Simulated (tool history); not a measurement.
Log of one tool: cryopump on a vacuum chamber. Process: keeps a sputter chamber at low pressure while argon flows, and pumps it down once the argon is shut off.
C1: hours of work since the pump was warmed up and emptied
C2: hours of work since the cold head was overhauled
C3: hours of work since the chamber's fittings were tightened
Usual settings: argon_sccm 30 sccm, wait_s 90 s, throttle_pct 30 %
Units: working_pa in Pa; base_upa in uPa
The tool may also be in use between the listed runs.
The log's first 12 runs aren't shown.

run 13 hour=148.9 | argon_sccm=30 wait_s=211 throttle_pct=30 | C1=343 C2=343 C3=2756 | working_pa=0.1464 base_upa=1.83
run 14 hour=158.5 | argon_sccm=30 wait_s=90 throttle_pct=47 | C1=349 C2=349 C3=2762 | working_pa=0.0955 base_upa=2.20
run 15 hour=167.9 | argon_sccm=30 wait_s=112 throttle_pct=30 | C1=355 C2=355 C3=2768 | working_pa=0.1465 base_upa=2.06
run 16 hour=177.6 | argon_sccm=30 wait_s=157 throttle_pct=30 | C1=360 C2=360 C3=2773 | working_pa=0.1451 base_upa=1.90
run 17 hour=192.1 | argon_sccm=30 wait_s=37 throttle_pct=30 | C1=369 C2=369 C3=2782 | working_pa=0.1479 base_upa=3.41
run 18 hour=208.8 | argon_sccm=30 wait_s=101 throttle_pct=45 | C1=379 C2=379 C3=2792 | working_pa=0.1010 base_upa=2.10
run 19 hour=221.7 | argon_sccm=23 wait_s=90 throttle_pct=34 | C1=387 C2=387 C3=2800 | working_pa=0.1009 base_upa=2.22
run 20 hour=232.1 | argon_sccm=23 wait_s=90 throttle_pct=34 | C1=393 C2=393 C3=2806 | working_pa=0.1003 base_upa=2.24
run 21 hour=240.2 | argon_sccm=20 wait_s=210 throttle_pct=30 | C1=398 C2=398 C3=2810 | working_pa=0.0990 base_upa=1.78
run 22 hour=254.6 | argon_sccm=20 wait_s=69 throttle_pct=17 | C1=406 C2=406 C3=2819 | working_pa=0.1687 base_upa=2.60
run 23 hour=265.8 | argon_sccm=13 wait_s=234 throttle_pct=31 | C1=413 C2=413 C3=2826 | working_pa=0.0618 base_upa=1.81
run 24 hour=272.6 | argon_sccm=41 wait_s=90 throttle_pct=20 | C1=417 C2=417 C3=2830 | working_pa=0.2972 base_upa=2.24
run 25 hour=282.7 | argon_sccm=45 wait_s=90 throttle_pct=40 | C1=423 C2=423 C3=2836 | working_pa=0.1709 base_upa=2.31
run 26 hour=297.3 | argon_sccm=38 wait_s=90 throttle_pct=33 | C1=431 C2=431 C3=2844 | working_pa=0.1716 base_upa=2.28
run 27 hour=309.7 | argon_sccm=38 wait_s=51 throttle_pct=18 | C1=439 C2=439 C3=2852 | working_pa=0.3038 base_upa=2.98
run 28 hour=318.3 | argon_sccm=38 wait_s=51 throttle_pct=18 | C1=444 C2=444 C3=2857 | working_pa=0.3057 base_upa=3.08
run 29 hour=334.0 | argon_sccm=42 wait_s=50 throttle_pct=18 | C1=453 C2=453 C3=2866 | working_pa=0.3352 base_upa=3.01
run 30 hour=347.5 | argon_sccm=30 wait_s=90 throttle_pct=18 | C1=461 C2=461 C3=2874 | working_pa=0.2405 base_upa=2.38
run 31 hour=362.1 | argon_sccm=33 wait_s=89 throttle_pct=38 | C1=470 C2=470 C3=2883 | working_pa=0.1323 base_upa=2.27
run 32 hour=378.6 | argon_sccm=32 wait_s=204 throttle_pct=26 | C1=480 C2=480 C3=2893 | working_pa=0.1809 base_upa=2.00
run 33 hour=389.9 | argon_sccm=32 wait_s=241 throttle_pct=34 | C1=486 C2=486 C3=2899 | working_pa=0.1435 base_upa=1.81
run 34 hour=398.0 | argon_sccm=30 wait_s=87 throttle_pct=58 | C1=491 C2=491 C3=2904 | working_pa=0.0842 base_upa=2.32

Forecast each of these 3 alternatives for the next run:
run A hour=412.8 | argon_sccm=32 wait_s=21 throttle_pct=20 | C1=500 C2=500 C3=2913 | working_pa=? base_upa=?
run B hour=412.8 | argon_sccm=34 wait_s=87 throttle_pct=19 | C1=500 C2=500 C3=2913 | working_pa=? base_upa=?
run C hour=412.8 | argon_sccm=18 wait_s=90 throttle_pct=30 | C1=500 C2=500 C3=2913 | working_pa=? base_upa=?

run=A working_pa=0.2323 base_upa=5.13
run=B working_pa=0.2604 base_upa=2.42
run=C working_pa=0.0906 base_upa=2.32
Without the tool's hidden state the same runs would have given:
run=A working_pa=0.2180 base_upa=3.84
run=B working_pa=0.2451 base_upa=1.12
run=C working_pa=0.0825 base_upa=1.04

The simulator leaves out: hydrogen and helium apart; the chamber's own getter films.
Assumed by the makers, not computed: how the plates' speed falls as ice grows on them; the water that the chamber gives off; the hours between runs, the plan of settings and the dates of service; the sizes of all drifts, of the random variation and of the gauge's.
